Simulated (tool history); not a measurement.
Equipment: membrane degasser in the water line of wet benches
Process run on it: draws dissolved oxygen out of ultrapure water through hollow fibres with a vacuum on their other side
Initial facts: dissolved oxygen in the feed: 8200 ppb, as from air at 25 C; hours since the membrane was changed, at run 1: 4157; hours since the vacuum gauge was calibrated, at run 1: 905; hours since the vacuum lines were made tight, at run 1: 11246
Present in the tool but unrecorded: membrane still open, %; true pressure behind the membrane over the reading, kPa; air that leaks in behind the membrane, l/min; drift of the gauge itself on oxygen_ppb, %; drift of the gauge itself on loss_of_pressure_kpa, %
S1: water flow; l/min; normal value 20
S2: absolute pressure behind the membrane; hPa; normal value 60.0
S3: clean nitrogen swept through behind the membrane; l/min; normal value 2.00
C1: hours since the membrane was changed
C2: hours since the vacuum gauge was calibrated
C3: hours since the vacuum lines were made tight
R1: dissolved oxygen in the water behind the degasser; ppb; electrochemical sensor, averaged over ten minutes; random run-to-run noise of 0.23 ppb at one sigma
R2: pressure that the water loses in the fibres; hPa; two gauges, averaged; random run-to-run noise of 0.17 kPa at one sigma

Run 1, hour 0.0: usual settings; C1 4157; C2 905; C3 11246. Result: R1 69.0 ppb, R2 294.7 hPa.
Run 2, hour 139.4: usual settings; C1 4297; C2 1044; C3 11386. Result: R1 69.3 ppb, R2 296.2 hPa.
Run 3, hour 234.8: usual settings; C1 4392; C2 1140; C3 11481. Result: R1 68.9 ppb, R2 298.0 hPa.
Run 4, hour 306.9: usual settings; C1 4464; C2 1212; C3 11553. Result: R1 68.7 ppb, R2 293.1 hPa.
Run 5, hour 433.9: usual settings; C1 4591; C2 1339; C3 11680. Result: R1 69.2 ppb, R2 297.1 hPa.
Run 6, hour 598.3: usual settings; C1 4756; C2 1503; C3 11845. Result: R1 69.0 ppb, R2 292.5 hPa.
Run 7, hour 731.9: usual settings; C1 4889; C2 1637; C3 11978. Result: R1 69.3 ppb, R2 300.0 hPa.
Run 8, hour 899.0: usual settings; C1 5056; C2 1804; C3 12145. Result: R1 69.2 ppb, R2 297.0 hPa.
Run 9, hour 1042.9: usual settings; C1 5200; C2 1948; C3 12289. Result: R1 69.7 ppb, R2 295.9 hPa.
Run 10, hour 1145.0: usual settings; C1 5302; C2 2050; C3 12391. Result: R1 69.3 ppb, R2 297.0 hPa.
Run 11, hour 1314.8: usual settings; C1 5472; C2 2220; C3 12561. Result: R1 69.3 ppb, R2 297.0 hPa.
Run 12, hour 1389.2: usual settings but S1 17 l/min; C1 5547; C2 2294; C3 12636. Result: R1 59.0 ppb, R2 251.1 hPa.
Run 13, hour 1499.0: usual settings but S1 17 l/min; C1 5656; C2 2404; C3 12745. Result: R1 58.9 ppb, R2 253.3 hPa.
Run 14, hour 1664.9: usual settings but S1 17 l/min; C1 5822; C2 2570; C3 12911. Result: R1 59.2 ppb, R2 254.6 hPa.
Run 15, hour 1837.6: usual settings but S1 17 l/min; C1 5995; C2 2743; C3 13084. Result: R1 59.5 ppb, R2 252.4 hPa.
Run 16, hour 1923.0: usual settings but S1 26 l/min, S2 72.1 hPa; C1 6080; C2 2828; C3 13169. Result: R1 130.1 ppb, R2 386.7 hPa.
Run 17, hour 2029.4: usual settings but S1 19 l/min, S2 40.9 hPa, S3 2.88 l/min; C1 6187; C2 2934; C3 13276. Result: R1 16.5 ppb, R2 283.0 hPa.
At hour 2039.2: vacuum gauge calibrated.
Run 18, hour 2186.2: usual settings but S1 18 l/min, S2 77.9 hPa, S3 0.81 l/min; C1 6343; C2 147; C3 13432. Result: R1 223.6 ppb, R2 268.5 hPa.
Run 19, hour 2336.7: usual settings but S1 18 l/min, S2 77.9 hPa, S3 0.81 l/min; C1 6494; C2 298; C3 13583. Result: R1 226.1 ppb, R2 269.6 hPa.
At hour 2450.4: vacuum gauge calibrated, once more.
Run 20, hour 2468.9: usual settings but S1 32 l/min, S2 128.8 hPa, S3 2.16 l/min; C1 6625; C2 19; C3 13714. Result: R1 341.7 ppb, R2 477.9 hPa.
Run 21, hour 2541.2: usual settings but S1 32 l/min, S2 128.8 hPa, S3 2.16 l/min; C1 6698; C2 91; C3 13787. Result: R1 342.0 ppb, R2 481.4 hPa.
Run 22, hour 2695.9: usual settings but S1 32 l/min, S2 128.8 hPa, S3 2.16 l/min; C1 6852; C2 245; C3 13941. Result: R1 342.2 ppb, R2 480.8 hPa.
Run 23, hour 2797.1: usual settings but S1 26 l/min, S2 128.8 hPa, S3 0.90 l/min; C1 6954; C2 347; C3 14042. Result: R1 572.8 ppb, R2 391.9 hPa.

Run 24, settings as shown, results not yet in. Your forecast:
Run 24, hour 2971.7: usual settings but S1 26 l/min, S2 128.8 hPa, S3 0.90 l/min; C1 7128; C2 521; C3 14217. Result: R1 ?, R2 ?.

Run 24 came out at R1 575.9 ppb, R2 387.8 hPa.
The same run, on a tool lacking any hidden state, would have yielded R1 568.3 ppb, R2 372.5 hPa.
